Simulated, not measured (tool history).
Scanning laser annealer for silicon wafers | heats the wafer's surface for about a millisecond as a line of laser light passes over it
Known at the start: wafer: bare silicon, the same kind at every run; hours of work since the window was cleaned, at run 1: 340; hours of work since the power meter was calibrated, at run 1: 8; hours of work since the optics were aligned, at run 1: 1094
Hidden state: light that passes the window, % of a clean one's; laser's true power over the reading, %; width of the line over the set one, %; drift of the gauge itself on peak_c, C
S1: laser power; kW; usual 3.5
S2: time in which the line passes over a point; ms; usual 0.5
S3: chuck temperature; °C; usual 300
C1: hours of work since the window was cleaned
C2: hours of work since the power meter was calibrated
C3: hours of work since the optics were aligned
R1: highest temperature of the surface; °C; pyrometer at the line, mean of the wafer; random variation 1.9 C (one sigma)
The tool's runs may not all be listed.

run,hour,S1,S2,S3,C1,C2,C3,R1
1,0,3.5,0.5,300,340,8,1094,1144
2,6.7,3.352,0.5,300,343,11,1097,1097
3,17.9,3.5,0.5,300,348,16,1102,1142
4,30.3,3.5,0.5,300,353,22,1108,1147
5,40.7,3.073,0.5,300,358,26,1113,1017
6,54.5,3.073,0.5,300,364,32,1119,1021
7,61.9,3.073,0.5,300,367,36,1122,1019
8,73.5,3.445,0.5,300,373,41,1127,1130
9,79.9,3.445,0.5,300,376,44,1130,1126
10,91.1,3.5,0.5,300,381,49,1135,1141
11,97.7,3.5,0.5,300,383,52,1138,1147
12,112.4,3.5,0.5,300,390,58,1145,1146
13,120.8,3.5,0.5,300,394,62,1149,1140
14,127.7,3.5,0.437,300,397,65,1152,1097
15,140.1,3.706,0.585,290,403,71,1157,1267
16,153.6,3.379,0.383,275,409,77,1163,985
17,163,3.379,0.383,275,413,81,1168,988
18,173.5,3.379,0.383,275,418,86,1172,989
19,180.9,3.5,0.542,300,421,89,1176,1175
20,195.4,3.5,0.542,300,427,96,1182,1175
21,207.5,3.5,0.542,300,433,101,1187,1175
22,215.9,3.5,0.477,300,437,105,1191,1126
23,226.7,3.393,0.571,319,441,110,1196,1181
24,238.4,3.406,0.553,323,447,115,1201,1177
25,245.8,3.496,0.407,280,450,118,1205,1048
26,260.6,3.665,0.529,336,457,125,1211,1249

The next listed run, before its measurement:
27,273.6,3.332,0.44,327,462,131,1217,?

{"run 27": {"R1": 1073}}
Without the tool's hidden state the same run would have given R1 1073 °C.
